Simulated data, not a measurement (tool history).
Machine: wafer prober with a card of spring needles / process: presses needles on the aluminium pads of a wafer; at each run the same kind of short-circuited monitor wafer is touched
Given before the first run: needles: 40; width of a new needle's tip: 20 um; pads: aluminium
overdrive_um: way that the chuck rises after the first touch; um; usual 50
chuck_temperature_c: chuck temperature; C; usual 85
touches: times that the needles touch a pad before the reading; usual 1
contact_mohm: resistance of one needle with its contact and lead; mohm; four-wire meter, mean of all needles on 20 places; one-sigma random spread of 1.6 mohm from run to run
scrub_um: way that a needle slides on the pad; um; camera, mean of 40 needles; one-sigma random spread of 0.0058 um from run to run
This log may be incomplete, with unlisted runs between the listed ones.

run 1 hour=0.0 | overdrive_um=50 chuck_temperature_c=85 touches=1 | contact_mohm=325 scrub_um=6.233
-- hour=2.6 tips cleaned on abrasive film
-- hour=19.1 height of the first contact set anew
-- hour=23.3 tips cleaned on abrasive film
run 2 hour=40.2 | overdrive_um=50 chuck_temperature_c=85 touches=1 | contact_mohm=322 scrub_um=6.200
-- hour=44.1 tips cleaned on abrasive film
-- hour=65.2 tips cleaned on abrasive film
run 3 hour=67.4 | overdrive_um=50 chuck_temperature_c=85 touches=1 | contact_mohm=220 scrub_um=6.188
-- hour=84.5 tips cleaned on abrasive film
run 4 hour=97.8 | overdrive_um=70 chuck_temperature_c=85 touches=1 | contact_mohm=234 scrub_um=8.698
-- hour=105.4 tips cleaned on abrasive film
run 5 hour=115.8 | overdrive_um=70 chuck_temperature_c=85 touches=1 | contact_mohm=228 scrub_um=8.696
-- hour=127.2 tips cleaned on abrasive film
run 6 hour=144.7 | overdrive_um=70 chuck_temperature_c=85 touches=1 | contact_mohm=243 scrub_um=8.678
-- hour=146.9 tips cleaned on abrasive film
run 7 hour=163.8 | overdrive_um=70 chuck_temperature_c=62 touches=1 | contact_mohm=242 scrub_um=8.665
-- hour=166.7 tips cleaned on abrasive film
-- hour=184.8 height of the first contact set anew, once more
-- hour=184.9 tips cleaned on abrasive film
-- hour=203.8 tips cleaned on abrasive film
run 8 hour=203.8 | overdrive_um=70 chuck_temperature_c=62 touches=1 | contact_mohm=152 scrub_um=8.807
-- hour=223.3 tips cleaned on abrasive film
run 9 hour=237.8 | overdrive_um=50 chuck_temperature_c=85 touches=1 | contact_mohm=316 scrub_um=6.284
-- hour=243.6 tips cleaned on abrasive film
-- hour=261.8 tips cleaned on abrasive film
run 10 hour=274.7 | overdrive_um=50 chuck_temperature_c=85 touches=1 | contact_mohm=314 scrub_um=6.267
-- hour=280.7 tips cleaned on abrasive film
-- hour=299.5 tips cleaned on abrasive film
run 11 hour=310.3 | overdrive_um=50 chuck_temperature_c=85 touches=1 | contact_mohm=299 scrub_um=6.260
-- hour=317.5 tips cleaned on abrasive film
-- hour=335.9 tips cleaned on abrasive film
run 12 hour=335.9 | overdrive_um=41 chuck_temperature_c=68 touches=2 | contact_mohm=173 scrub_um=5.119
-- hour=355.5 tips cleaned on abrasive film
run 13 hour=371.6 | overdrive_um=50 chuck_temperature_c=92 touches=1 | contact_mohm=322 scrub_um=6.243
-- hour=373.8 tips cleaned on abrasive film
-- hour=392.3 tips cleaned on abrasive film
-- hour=412.1 tips cleaned on abrasive film
run 14 hour=412.1 | overdrive_um=50 chuck_temperature_c=97 touches=1 | contact_mohm=171 scrub_um=6.229
-- hour=431.8 tips cleaned on abrasive film
-- hour=438.9 height of the first contact set anew
run 15 hour=439.7 | overdrive_um=60 chuck_temperature_c=87 touches=1 | contact_mohm=245 scrub_um=7.561
-- hour=450.5 tips cleaned on abrasive film
run 16 hour=458.4 | overdrive_um=69 chuck_temperature_c=41 touches=1 | contact_mohm=222 scrub_um=8.676
-- hour=470.2 tips cleaned on abrasive film
run 17 hour=485.5 | overdrive_um=69 chuck_temperature_c=41 touches=1 | contact_mohm=246 scrub_um=8.674
-- hour=489.6 tips cleaned on abrasive film
run 18 hour=504.9 | overdrive_um=43 chuck_temperature_c=70 touches=2 | contact_mohm=296 scrub_um=5.402
-- hour=508.4 tips cleaned on abrasive film
run 19 hour=524.1 | overdrive_um=66 chuck_temperature_c=43 touches=1 | contact_mohm=249 scrub_um=8.305
-- hour=527.5 tips cleaned on abrasive film
-- hour=547.0 tips cleaned on abrasive film
run 20 hour=555.5 | overdrive_um=66 chuck_temperature_c=43 touches=1 | contact_mohm=235 scrub_um=8.275

Here are 3 independent what-if runs from the current tool condition. What would each one return?
-- hour=565.6 tips cleaned on abrasive film
-- hour=585.1 tips cleaned on abrasive film
run A hour=597.7 | overdrive_um=66 chuck_temperature_c=29 touches=1 | contact_mohm=? scrub_um=?
-- hour=565.6 tips cleaned on abrasive film
-- hour=585.1 tips cleaned on abrasive film
run B hour=597.7 | overdrive_um=50 chuck_temperature_c=43 touches=1 | contact_mohm=? scrub_um=?
-- hour=565.6 tips cleaned on abrasive film
-- hour=585.1 tips cleaned on abrasive film
run C hour=597.7 | overdrive_um=50 chuck_temperature_c=85 touches=1 | contact_mohm=? scrub_um=?

run=A contact_mohm=246 scrub_um=8.264
run=B contact_mohm=313 scrub_um=6.242
run=C contact_mohm=315 scrub_um=6.248
The same runs, with their run-to-run variation unchanged, on a tool lacking any hidden condition would have given:
run=A contact_mohm=140 scrub_um=8.316
run=B contact_mohm=144 scrub_um=6.294
run=C contact_mohm=153 scrub_um=6.300
